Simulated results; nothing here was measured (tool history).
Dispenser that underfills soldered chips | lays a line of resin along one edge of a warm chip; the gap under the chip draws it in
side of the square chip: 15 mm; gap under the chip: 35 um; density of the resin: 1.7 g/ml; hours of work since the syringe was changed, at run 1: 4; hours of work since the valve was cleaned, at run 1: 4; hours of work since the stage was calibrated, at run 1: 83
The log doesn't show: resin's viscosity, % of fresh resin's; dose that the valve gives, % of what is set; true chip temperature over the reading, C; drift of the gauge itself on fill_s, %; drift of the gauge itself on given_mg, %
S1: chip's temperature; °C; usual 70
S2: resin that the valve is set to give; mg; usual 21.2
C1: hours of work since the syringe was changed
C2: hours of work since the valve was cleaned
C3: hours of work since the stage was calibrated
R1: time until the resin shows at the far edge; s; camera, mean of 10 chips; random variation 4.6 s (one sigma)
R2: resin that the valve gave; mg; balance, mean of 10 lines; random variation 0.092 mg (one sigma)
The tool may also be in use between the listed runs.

{"run": 1, "day": 0.0, "S1": 70, "S2": 21.2, "C1": 4, "C2": 4, "C3": 83, "R1": 658.2, "R2": 21.2}
{"day": 0.35, "done": "new syringe of resin"}
{"run": 2, "day": 0.471, "S1": 76, "S2": 21.2, "C1": 2, "C2": 13, "C3": 92, "R1": 407.4, "R2": 21.05}
{"day": 0.962, "done": "new syringe of resin"}
{"run": 3, "day": 0.967, "S1": 76, "S2": 21.2, "C1": 0, "C2": 22, "C3": 101, "R1": 345.7, "R2": 20.78}
{"run": 4, "day": 1.479, "S1": 76, "S2": 21.2, "C1": 10, "C2": 31, "C3": 110, "R1": 689.4, "R2": 20.75}
{"day": 1.567, "done": "new syringe of resin"}
{"run": 5, "day": 1.933, "S1": 76, "S2": 21.2, "C1": 7, "C2": 39, "C3": 118, "R1": 562.9, "R2": 20.57}
{"day": 2.158, "done": "new syringe of resin"}
{"run": 6, "day": 2.217, "S1": 76, "S2": 21.2, "C1": 1, "C2": 45, "C3": 123, "R1": 375.1, "R2": 20.35}
{"run": 7, "day": 2.517, "S1": 76, "S2": 21.2, "C1": 7, "C2": 50, "C3": 129, "R1": 563, "R2": 20.35}
{"day": 2.746, "done": "new syringe of resin"}
{"run": 8, "day": 2.788, "S1": 76, "S2": 21.2, "C1": 1, "C2": 55, "C3": 134, "R1": 370.8, "R2": 20.33}
{"day": 3.079, "done": "dispensing valve cleaned and set on the balance"}
{"run": 9, "day": 3.254, "S1": 70, "S2": 21.2, "C1": 9, "C2": 3, "C3": 142, "R1": 885.1, "R2": 21.19}
{"day": 3.392, "done": "new syringe of resin"}
{"run": 10, "day": 3.65, "S1": 67, "S2": 21.2, "C1": 5, "C2": 10, "C3": 149, "R1": 801.4, "R2": 21.08}
{"run": 11, "day": 3.896, "S1": 67, "S2": 21.2, "C1": 9, "C2": 15, "C3": 153, "R1": 1109.5, "R2": 20.94}
{"day": 3.983, "done": "new syringe of resin"}
{"run": 12, "day": 4.188, "S1": 67, "S2": 22.3, "C1": 4, "C2": 20, "C3": 158, "R1": 752.9, "R2": 21.86}
{"day": 4.571, "done": "new syringe of resin"}
{"run": 13, "day": 4.592, "S1": 70, "S2": 21.2, "C1": 0, "C2": 27, "C3": 166, "R1": 497.1, "R2": 20.59}
{"run": 14, "day": 4.833, "S1": 78, "S2": 21.2, "C1": 5, "C2": 32, "C3": 170, "R1": 451.2, "R2": 20.76}
{"day": 5.167, "done": "new syringe of resin"}
{"run": 15, "day": 5.279, "S1": 78, "S2": 21.2, "C1": 2, "C2": 40, "C3": 178, "R1": 371.5, "R2": 20.65}
{"run": 16, "day": 5.621, "S1": 70, "S2": 21.2, "C1": 8, "C2": 46, "C3": 185, "R1": 897.3, "R2": 20.38}
{"day": 5.754, "done": "new syringe of resin"}
{"run": 17, "day": 5.967, "S1": 70, "S2": 21.2, "C1": 4, "C2": 52, "C3": 191, "R1": 671.7, "R2": 20.31}
{"run": 18, "day": 6.229, "S1": 70, "S2": 21.2, "C1": 9, "C2": 57, "C3": 196, "R1": 956.2, "R2": 20.26}
{"day": 6.354, "done": "new syringe of resin"}
{"day": 6.396, "done": "dispensing valve cleaned and set on the balance"}
{"run": 19, "day": 6.775, "S1": 66, "S2": 27.6, "C1": 7, "C2": 7, "C3": 205, "R1": 1019.6, "R2": 27.36}
{"day": 6.992, "done": "new syringe of resin"}
{"run": 20, "day": 7.267, "S1": 66, "S2": 18.3, "C1": 5, "C2": 16, "C3": 214, "R1": 914.9, "R2": 18.03}
{"run": 21, "day": 7.492, "S1": 66, "S2": 18.3, "C1": 9, "C2": 20, "C3": 218, "R1": 1252.6, "R2": 18.04}
{"day": 7.579, "done": "new syringe of resin"}
{"run": 22, "day": 7.792, "S1": 71, "S2": 18.3, "C1": 4, "C2": 26, "C3": 223, "R1": 662.6, "R2": 17.84}
{"day": 8.167, "done": "new syringe of resin"}
{"run": 23, "day": 8.262, "S1": 58, "S2": 21.1, "C1": 2, "C2": 34, "C3": 232, "R1": 1121.7, "R2": 20.41}
{"day": 8.75, "done": "new syringe of resin"}
{"run": 24, "day": 8.771, "S1": 58, "S2": 19.1, "C1": 0, "C2": 43, "C3": 241, "R1": 1029.7, "R2": 18.39}
{"run": 25, "day": 9.146, "S1": 67, "S2": 24.1, "C1": 7, "C2": 50, "C3": 248, "R1": 992.8, "R2": 23.08}
{"day": 9.338, "done": "new syringe of resin"}
{"run": 26, "day": 9.521, "S1": 67, "S2": 24.1, "C1": 3, "C2": 57, "C3": 255, "R1": 755, "R2": 22.99}
{"day": 9.704, "done": "dispensing valve cleaned and set on the balance"}
{"day": 9.975, "done": "new syringe of resin"}
{"run": 27, "day": 10.071, "S1": 56, "S2": 26.7, "C1": 2, "C2": 7, "C3": 264, "R1": 1256.1, "R2": 26.57}
{"run": 28, "day": 10.429, "S1": 70, "S2": 26.2, "C1": 8, "C2": 13, "C3": 270, "R1": 926.4, "R2": 25.96}
{"day": 10.575, "done": "new syringe of resin"}
{"run": 29, "day": 10.788, "S1": 83, "S2": 23.5, "C1": 4, "C2": 20, "C3": 277, "R1": 340.8, "R2": 22.98}
{"day": 11.167, "done": "new syringe of resin"}
{"run": 30, "day": 11.229, "S1": 83, "S2": 23.5, "C1": 1, "C2": 28, "C3": 285, "R1": 271.7, "R2": 22.89}
{"run": 31, "day": 11.529, "S1": 60, "S2": 20.9, "C1": 7, "C2": 33, "C3": 290, "R1": 1438.8, "R2": 20.1}
{"day": 11.75, "done": "new syringe of resin"}
{"run": 32, "day": 12.042, "S1": 67, "S2": 20.4, "C1": 5, "C2": 43, "C3": 300, "R1": 902.8, "R2": 19.75}
{"day": 12.333, "done": "new syringe of resin"}
{"run": 33, "day": 12.554, "S1": 67, "S2": 20.8, "C1": 4, "C2": 52, "C3": 309, "R1": 817.1, "R2": 19.92}
{"day": 12.95, "done": "new syringe of resin"}
{"day": 13.038, "done": "dispensing valve cleaned and set on the balance"}
{"run": 34, "day": 13.121, "S1": 72, "S2": 24.8, "C1": 2, "C2": 2, "C3": 319, "R1": 545.2, "R2": 24.81}
{"run": 35, "day": 13.342, "S1": 56, "S2": 18.4, "C1": 7, "C2": 6, "C3": 323, "R1": 1879.8, "R2": 18.34}

Measured less the same run without the tool's hidden state. The same run-to-run variation is in both; the gauge's scatter may not be:
run=1 R1=+194.1 R2=-0.09
run=2 R1=+74.9 R2=-0.22
run=3 R1=+11.1 R2=-0.36
run=4 R1=+356.6 R2=-0.51
run=5 R1=+231.3 R2=-0.64
run=6 R1=+40.6 R2=-0.72
run=7 R1=+229.1 R2=-0.81
run=8 R1=+32.7 R2=-0.88
run=9 R1=+431 R2=-0.05
run=10 R1=+260.7 R2=-0.16
run=11 R1=+572.9 R2=-0.24
run=12 R1=+217.9 R2=-0.34
run=13 R1=+39.7 R2=-0.45
run=14 R1=+151.8 R2=-0.53
run=15 R1=+70 R2=-0.66
run=16 R1=+441.3 R2=-0.76
run=17 R1=+203 R2=-0.86
run=18 R1=+491 R2=-0.93
run=19 R1=+447.3 R2=-0.24
run=20 R1=+328.5 R2=-0.29
run=21 R1=+661.7 R2=-0.34
run=22 R1=+211.8 R2=-0.4
run=23 R1=+209.5 R2=-0.6
run=24 R1=+108.3 R2=-0.68
run=25 R1=+452.6 R2=-0.98
run=26 R1=+221.2 R2=-1.11
run=27 R1=+263.2 R2=-0.21
run=28 R1=+472.2 R2=-0.33
run=29 R1=+109.8 R2=-0.41
run=30 R1=+42.3 R2=-0.56
run=31 R1=+642.7 R2=-0.56
run=32 R1=+354.9 R2=-0.7
run=33 R1=+269.3 R2=-0.85
run=34 R1=+134.1 R2=+0
run=35 R1=+842.2 R2=-0.05
